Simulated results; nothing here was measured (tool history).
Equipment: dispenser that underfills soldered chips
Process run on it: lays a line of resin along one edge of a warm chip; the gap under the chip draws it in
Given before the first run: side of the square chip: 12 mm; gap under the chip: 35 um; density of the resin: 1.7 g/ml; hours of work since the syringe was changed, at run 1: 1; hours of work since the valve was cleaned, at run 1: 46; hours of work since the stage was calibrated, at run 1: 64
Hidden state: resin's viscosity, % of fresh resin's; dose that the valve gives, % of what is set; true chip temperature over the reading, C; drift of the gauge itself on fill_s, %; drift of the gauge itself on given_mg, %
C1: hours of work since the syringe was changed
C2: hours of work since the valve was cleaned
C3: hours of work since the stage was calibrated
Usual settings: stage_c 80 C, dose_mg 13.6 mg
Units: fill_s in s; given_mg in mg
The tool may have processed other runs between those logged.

{"run": 1, "day": 0.0, "stage_c": 80, "dose_mg": 13.6, "C1": 1, "C2": 46, "C3": 64, "fill_s": 254.5, "given_mg": 13.31}
{"run": 2, "day": 0.112, "stage_c": 80, "dose_mg": 13.6, "C1": 3, "C2": 48, "C3": 66, "fill_s": 268.8, "given_mg": 13.21}
{"run": 3, "day": 0.188, "stage_c": 80, "dose_mg": 13.6, "C1": 5, "C2": 49, "C3": 68, "fill_s": 283.2, "given_mg": 13.19}
{"run": 4, "day": 0.342, "stage_c": 83, "dose_mg": 13.6, "C1": 7, "C2": 52, "C3": 70, "fill_s": 276.1, "given_mg": 13.25}
{"run": 5, "day": 0.433, "stage_c": 83, "dose_mg": 13.6, "C1": 9, "C2": 53, "C3": 72, "fill_s": 300.9, "given_mg": 13.28}
{"day": 0.492, "done": "new syringe of resin"}
{"run": 6, "day": 0.583, "stage_c": 80, "dose_mg": 15.1, "C1": 2, "C2": 56, "C3": 74, "fill_s": 248.8, "given_mg": 14.66}
{"run": 7, "day": 0.688, "stage_c": 80, "dose_mg": 13.6, "C1": 4, "C2": 58, "C3": 76, "fill_s": 275.3, "given_mg": 13.19}
{"run": 8, "day": 0.842, "stage_c": 80, "dose_mg": 13.6, "C1": 6, "C2": 60, "C3": 79, "fill_s": 303.2, "given_mg": 13.18}
{"run": 9, "day": 0.971, "stage_c": 80, "dose_mg": 16.1, "C1": 9, "C2": 63, "C3": 81, "fill_s": 323.8, "given_mg": 15.48}
{"day": 1.042, "done": "new syringe of resin"}
{"run": 10, "day": 1.171, "stage_c": 80, "dose_mg": 16.1, "C1": 2, "C2": 66, "C3": 85, "fill_s": 250.8, "given_mg": 15.59}
{"run": 11, "day": 1.296, "stage_c": 80, "dose_mg": 16.1, "C1": 5, "C2": 68, "C3": 87, "fill_s": 279.9, "given_mg": 15.59}
{"day": 1.358, "done": "dispensing valve cleaned and set on the balance"}
{"run": 12, "day": 1.458, "stage_c": 80, "dose_mg": 16.1, "C1": 7, "C2": 2, "C3": 89, "fill_s": 303.4, "given_mg": 16.08}
{"run": 13, "day": 1.554, "stage_c": 80, "dose_mg": 16.1, "C1": 8, "C2": 3, "C3": 91, "fill_s": 321.7, "given_mg": 16.06}
{"day": 1.625, "done": "new syringe of resin"}
{"run": 14, "day": 1.696, "stage_c": 85, "dose_mg": 13.6, "C1": 1, "C2": 6, "C3": 93, "fill_s": 196.3, "given_mg": 13.6}
{"run": 15, "day": 1.862, "stage_c": 85, "dose_mg": 13.6, "C1": 4, "C2": 9, "C3": 96, "fill_s": 219.6, "given_mg": 13.56}
{"run": 16, "day": 1.962, "stage_c": 85, "dose_mg": 13.6, "C1": 6, "C2": 11, "C3": 98, "fill_s": 241.3, "given_mg": 13.46}
{"run": 17, "day": 2.054, "stage_c": 85, "dose_mg": 13.6, "C1": 8, "C2": 12, "C3": 100, "fill_s": 259, "given_mg": 13.5}
{"day": 2.175, "done": "new syringe of resin"}
{"run": 18, "day": 2.208, "stage_c": 80, "dose_mg": 13.6, "C1": 1, "C2": 15, "C3": 102, "fill_s": 236, "given_mg": 13.47}
{"run": 19, "day": 2.321, "stage_c": 74, "dose_mg": 13.6, "C1": 3, "C2": 17, "C3": 104, "fill_s": 337.3, "given_mg": 13.43}
{"run": 20, "day": 2.488, "stage_c": 74, "dose_mg": 13.6, "C1": 6, "C2": 20, "C3": 107, "fill_s": 372.5, "given_mg": 13.44}
{"run": 21, "day": 2.604, "stage_c": 85, "dose_mg": 15.2, "C1": 8, "C2": 22, "C3": 109, "fill_s": 250.7, "given_mg": 15.04}
{"day": 2.717, "done": "new syringe of resin"}
{"run": 22, "day": 2.779, "stage_c": 85, "dose_mg": 15.2, "C1": 1, "C2": 25, "C3": 112, "fill_s": 191.1, "given_mg": 15.02}
{"run": 23, "day": 2.958, "stage_c": 95, "dose_mg": 13.4, "C1": 4, "C2": 28, "C3": 115, "fill_s": 146.1, "given_mg": 13.24}
{"run": 24, "day": 3.142, "stage_c": 89, "dose_mg": 17.6, "C1": 8, "C2": 31, "C3": 119, "fill_s": 208.3, "given_mg": 17.26}
{"day": 3.262, "done": "new syringe of resin"}
{"run": 25, "day": 3.296, "stage_c": 79, "dose_mg": 14, "C1": 1, "C2": 34, "C3": 121, "fill_s": 239.4, "given_mg": 13.82}
{"run": 26, "day": 3.442, "stage_c": 73, "dose_mg": 13.4, "C1": 3, "C2": 36, "C3": 124, "fill_s": 360.4, "given_mg": 13.09}
{"run": 27, "day": 3.596, "stage_c": 74, "dose_mg": 13.4, "C1": 6, "C2": 39, "C3": 126, "fill_s": 381.5, "given_mg": 13.17}
{"run": 28, "day": 3.696, "stage_c": 76, "dose_mg": 16.6, "C1": 8, "C2": 41, "C3": 128, "fill_s": 368.2, "given_mg": 16.26}
{"day": 3.8, "done": "new syringe of resin"}
{"run": 29, "day": 3.812, "stage_c": 76, "dose_mg": 16.6, "C1": 0, "C2": 43, "C3": 130, "fill_s": 277.9, "given_mg": 16.19}
{"run": 30, "day": 3.888, "stage_c": 84, "dose_mg": 15, "C1": 2, "C2": 44, "C3": 131, "fill_s": 205.1, "given_mg": 14.68}
{"run": 31, "day": 4.021, "stage_c": 77, "dose_mg": 13.8, "C1": 4, "C2": 46, "C3": 134, "fill_s": 302.9, "given_mg": 13.5}
{"run": 32, "day": 4.183, "stage_c": 90, "dose_mg": 13.6, "C1": 7, "C2": 49, "C3": 137, "fill_s": 198.8, "given_mg": 13.26}
{"day": 4.338, "done": "new syringe of resin"}
{"run": 33, "day": 4.371, "stage_c": 73, "dose_mg": 13.1, "C1": 1, "C2": 52, "C3": 140, "fill_s": 315.5, "given_mg": 12.71}
{"run": 34, "day": 4.517, "stage_c": 91, "dose_mg": 13.1, "C1": 3, "C2": 55, "C3": 142, "fill_s": 163, "given_mg": 12.72}
{"run": 35, "day": 4.679, "stage_c": 79, "dose_mg": 13.7, "C1": 6, "C2": 58, "C3": 145, "fill_s": 301.1, "given_mg": 13.26}

How would selected steps in fill_s from run to run divide? Give the signed amount a tool lacking its hidden state would still show from settings, what came in and random variation, and the signed amount left for the hidden state, including any gauge scatter that is not in both of the compared results.
Run 5 -> 6: stage_c 83 -> 80, dose_mg 13.6 -> 15.1, new syringe of resin. fill_s -52.1 s: hidden state -75.3, all else +23.2.
Run 13 -> 14: stage_c 80 -> 85, dose_mg 16.1 -> 13.6, new syringe of resin. fill_s -125.4 s: hidden state -80, all else -45.4.
Run 28 -> 29: new syringe of resin. fill_s -90.3 s: hidden state -95.8, all else +5.5.
Run 33 -> 34: stage_c 73 -> 91. fill_s -152.5 s: hidden state +23.8, all else -176.3.
Run 34 -> 35: stage_c 91 -> 79, dose_mg 13.1 -> 13.7. fill_s +138.1 s: hidden state +38.7, all else +99.4.
